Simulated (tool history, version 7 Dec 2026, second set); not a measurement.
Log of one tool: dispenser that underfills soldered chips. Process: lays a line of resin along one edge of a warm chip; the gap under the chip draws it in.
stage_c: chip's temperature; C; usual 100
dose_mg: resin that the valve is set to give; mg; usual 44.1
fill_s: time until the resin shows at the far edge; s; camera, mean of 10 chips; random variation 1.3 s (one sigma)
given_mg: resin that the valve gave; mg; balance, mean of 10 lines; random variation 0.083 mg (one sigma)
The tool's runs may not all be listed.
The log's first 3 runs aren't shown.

run	hour	stage_c	dose_mg	fill_s	given_mg
4	26.1	93	44.1	311.8	43.30
# hour 28.3: new syringe of resin
5	31.9	93	44.1	210.4	43.01
6	44.2	100	44.1	226.0	43.08
# hour 47.2: new syringe of resin
7	56.9	100	44.1	190.5	42.92
8	62.8	100	44.1	229.7	42.74
# hour 66.3: new syringe of resin
9	72.8	100	50.5	167.3	48.99
10	78.8	100	50.5	204.0	48.91
# hour 85.1: new syringe of resin
11	91.7	100	50.5	167.7	48.63
12	98.6	100	50.5	212.7	48.63
# hour 104.1: new syringe of resin
13	107.0	100	50.5	151.3	48.65
# hour 115.7: dispensing valve cleaned and set on the balance
14	117.1	100	50.5	204.8	50.63
# hour 124.0: new syringe of resin
15	127.0	100	53.0	153.3	52.79
16	136.2	100	41.2	210.2	41.02
# hour 142.2: new syringe of resin
17	143.6	100	41.2	143.0	41.06
18	154.2	100	44.1	198.0	43.76
# hour 160.7: new syringe of resin
19	164.9	100	44.1	163.6	43.70
20	173.0	98	40.4	240.2	40.00
# hour 179.7: new syringe of resin
21	183.4	109	40.4	108.8	39.87
22	188.7	100	43.7	183.9	43.01
23	197.3	100	43.7	249.2	43.08
# hour 198.5: new syringe of resin
24	208.2	101	53.9	179.7	52.78
# hour 217.0: new syringe of resin
25	217.2	101	53.9	132.4	52.61
26	224.8	101	53.9	170.9	52.55

Forecast run 27:
# hour 236.0: new syringe of resin
27	237.0	90	50.5	?	?

Run 27 gave fill_s 224.3 s, given_mg 49.25 mg.
Without the tool's hidden state the same run would have given fill_s 198.3 s, given_mg 50.58 mg.
